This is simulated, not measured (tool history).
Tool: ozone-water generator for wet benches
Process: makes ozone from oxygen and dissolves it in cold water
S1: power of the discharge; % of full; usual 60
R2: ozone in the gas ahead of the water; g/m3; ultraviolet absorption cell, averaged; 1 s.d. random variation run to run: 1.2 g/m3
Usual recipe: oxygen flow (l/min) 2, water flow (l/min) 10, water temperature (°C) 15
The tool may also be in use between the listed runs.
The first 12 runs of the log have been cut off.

run 13 hour=1090.6 | S1=96 oxygen_flow_(l/min)=2 water_flow_(l/min)=10 water_temperature_(°C)=15 | dissolved_ozone_(ppm)=29.5 R2=295.4
run 14 hour=1222.1 | S1=96 oxygen_flow_(l/min)=2 water_flow_(l/min)=10 water_temperature_(°C)=15 | dissolved_ozone_(ppm)=29.6 R2=295.9
run 15 hour=1317.3 | S1=96 oxygen_flow_(l/min)=2 water_flow_(l/min)=10 water_temperature_(°C)=15 | dissolved_ozone_(ppm)=29.7 R2=297.2
run 16 hour=1394.3 | S1=96 oxygen_flow_(l/min)=2 water_flow_(l/min)=10 water_temperature_(°C)=15 | dissolved_ozone_(ppm)=29.3 R2=299.3
run 17 hour=1479.8 | S1=76 oxygen_flow_(l/min)=2.99 water_flow_(l/min)=8 water_temperature_(°C)=15 | dissolved_ozone_(ppm)=32.4 R2=219.4
run 18 hour=1560.5 | S1=50 oxygen_flow_(l/min)=1.54 water_flow_(l/min)=10 water_temperature_(°C)=15 | dissolved_ozone_(ppm)=19.4 R2=234.8
run 19 hour=1657.9 | S1=57 oxygen_flow_(l/min)=1.49 water_flow_(l/min)=14 water_temperature_(°C)=15 | dissolved_ozone_(ppm)=14.8 R2=253.3
run 20 hour=1786.6 | S1=57 oxygen_flow_(l/min)=1.49 water_flow_(l/min)=14 water_temperature_(°C)=15 | dissolved_ozone_(ppm)=15 R2=255.2
run 21 hour=1885.9 | S1=50 oxygen_flow_(l/min)=1.27 water_flow_(l/min)=10 water_temperature_(°C)=19 | dissolved_ozone_(ppm)=17.6 R2=254.7
run 22 hour=1996.2 | S1=50 oxygen_flow_(l/min)=1.17 water_flow_(l/min)=10 water_temperature_(°C)=15 | dissolved_ozone_(ppm)=17.8 R2=264.9
run 23 hour=2130.4 | S1=50 oxygen_flow_(l/min)=1.17 water_flow_(l/min)=10 water_temperature_(°C)=15 | dissolved_ozone_(ppm)=18 R2=265.3
run 24 hour=2228.5 | S1=50 oxygen_flow_(l/min)=1.17 water_flow_(l/min)=10 water_temperature_(°C)=15 | dissolved_ozone_(ppm)=18 R2=264.8
-- hour=2292.8 water thermometer calibrated
run 25 hour=2301.9 | S1=50 oxygen_flow_(l/min)=1.17 water_flow_(l/min)=10 water_temperature_(°C)=15 | dissolved_ozone_(ppm)=18 R2=266.1
run 26 hour=2411.9 | S1=86 oxygen_flow_(l/min)=2.71 water_flow_(l/min)=10 water_temperature_(°C)=16 | dissolved_ozone_(ppm)=28.4 R2=247
run 27 hour=2537.6 | S1=86 oxygen_flow_(l/min)=2.71 water_flow_(l/min)=10 water_temperature_(°C)=16 | dissolved_ozone_(ppm)=28.5 R2=247
run 28 hour=2673.6 | S1=86 oxygen_flow_(l/min)=2.71 water_flow_(l/min)=10 water_temperature_(°C)=16 | dissolved_ozone_(ppm)=28.6 R2=248
-- hour=2720.6 gauge calibrated
run 29 hour=2736.8 | S1=60 oxygen_flow_(l/min)=2 water_flow_(l/min)=13 water_temperature_(°C)=15 | dissolved_ozone_(ppm)=17.9 R2=224.4
run 30 hour=2852.7 | S1=60 oxygen_flow_(l/min)=2 water_flow_(l/min)=13 water_temperature_(°C)=20 | dissolved_ozone_(ppm)=17.1 R2=226.3
run 31 hour=2917.1 | S1=43 oxygen_flow_(l/min)=1.49 water_flow_(l/min)=13 water_temperature_(°C)=20 | dissolved_ozone_(ppm)=13 R2=213.9
run 32 hour=3040.4 | S1=43 oxygen_flow_(l/min)=1.49 water_flow_(l/min)=13 water_temperature_(°C)=20 | dissolved_ozone_(ppm)=13 R2=215

Forecast each of these 3 alternatives for the next run:
run A hour=3122 | S1=56 oxygen_flow_(l/min)=2 water_flow_(l/min)=8 water_temperature_(°C)=15 | dissolved_ozone_(ppm)=? R2=?
run B hour=3122 | S1=77 oxygen_flow_(l/min)=3.16 water_flow_(l/min)=10 water_temperature_(°C)=15 | dissolved_ozone_(ppm)=? R2=?
run C hour=3122 | S1=43 oxygen_flow_(l/min)=3.41 water_flow_(l/min)=13 water_temperature_(°C)=20 | dissolved_ozone_(ppm)=? R2=?

run=A dissolved_ozone_(ppm)=26.4 R2=216.5
run=B dissolved_ozone_(ppm)=27.7 R2=212.5
run=C dissolved_ozone_(ppm)=15.4 R2=147.4
Had the tool no hidden state, the same runs would have come out as:
run=A dissolved_ozone_(ppm)=26.4 R2=215.7
run=B dissolved_ozone_(ppm)=27.7 R2=211.7
run=C dissolved_ozone_(ppm)=15.4 R2=146.8
